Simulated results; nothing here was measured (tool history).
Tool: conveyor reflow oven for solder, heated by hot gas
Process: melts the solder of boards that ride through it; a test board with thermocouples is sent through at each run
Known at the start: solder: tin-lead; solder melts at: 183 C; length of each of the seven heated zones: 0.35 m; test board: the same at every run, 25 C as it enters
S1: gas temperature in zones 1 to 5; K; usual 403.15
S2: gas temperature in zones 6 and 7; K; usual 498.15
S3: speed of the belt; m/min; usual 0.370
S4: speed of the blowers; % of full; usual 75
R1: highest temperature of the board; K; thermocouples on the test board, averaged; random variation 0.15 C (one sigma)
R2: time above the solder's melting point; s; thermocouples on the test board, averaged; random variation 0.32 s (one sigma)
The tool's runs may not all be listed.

Run 1, day 0.000: usual settings. Result: R1 482.05 K, R2 70.2 s.
Run 2, day 0.396: usual settings but S1 407.15 K. Result: R1 482.45 K, R2 72.9 s.
Run 3, day 0.771: usual settings but S1 407.15 K. Result: R1 482.55 K, R2 73.3 s.
Run 4, day 1.171: usual settings but S1 407.15 K. Result: R1 482.85 K, R2 72.7 s.
Run 5, day 1.417: usual settings but S1 402.15 K. Result: R1 481.85 K, R2 69.6 s.
Run 6, day 1.688: usual settings but S2 508.15 K. Result: R1 490.05 K, R2 81.0 s.
Run 7, day 1.996: usual settings but S2 508.15 K. Result: R1 490.35 K, R2 80.6 s.
Run 8, day 2.304: usual settings but S4 76 % of full. Result: R1 481.95 K, R2 70.7 s.
Run 9, day 2.512: usual settings but S4 76 % of full. Result: R1 482.05 K, R2 70.9 s.
Run 10, day 2.908: usual settings but S4 76 % of full. Result: R1 482.25 K, R2 70.0 s.
Run 11, day 3.162: usual settings but S1 412.15 K. Result: R1 483.55 K, R2 77.1 s.
Run 12, day 3.329: usual settings but S4 68 % of full. Result: R1 479.85 K, R2 65.8 s.
Run 13, day 3.696: usual settings but S4 68 % of full. Result: R1 479.75 K, R2 65.9 s.
Run 14, day 4.008: usual settings but S1 404.15 K, S4 68 % of full. Result: R1 479.85 K, R2 66.4 s.
Run 15, day 4.400: usual settings. Result: R1 481.65 K, R2 69.6 s.
Run 16, day 4.771: usual settings but S3 0.323 m/min. Result: R1 485.55 K, R2 87.4 s.
Run 17, day 5.108: usual settings but S1 415.15 K, S2 488.15 K, S4 86 % of full. Result: R1 477.45 K, R2 71.5 s.

Forecast run 18:
Run 18, day 5.471: usual settings but S1 415.15 K, S2 488.15 K, S4 86 % of full. Result: R1 ?, R2 ?.

{"run 18": {"R1": 477.25, "R2": 70.8}}
Without the tool's hidden state the same run would have given R1 476.75 K, R2 70.1 s.
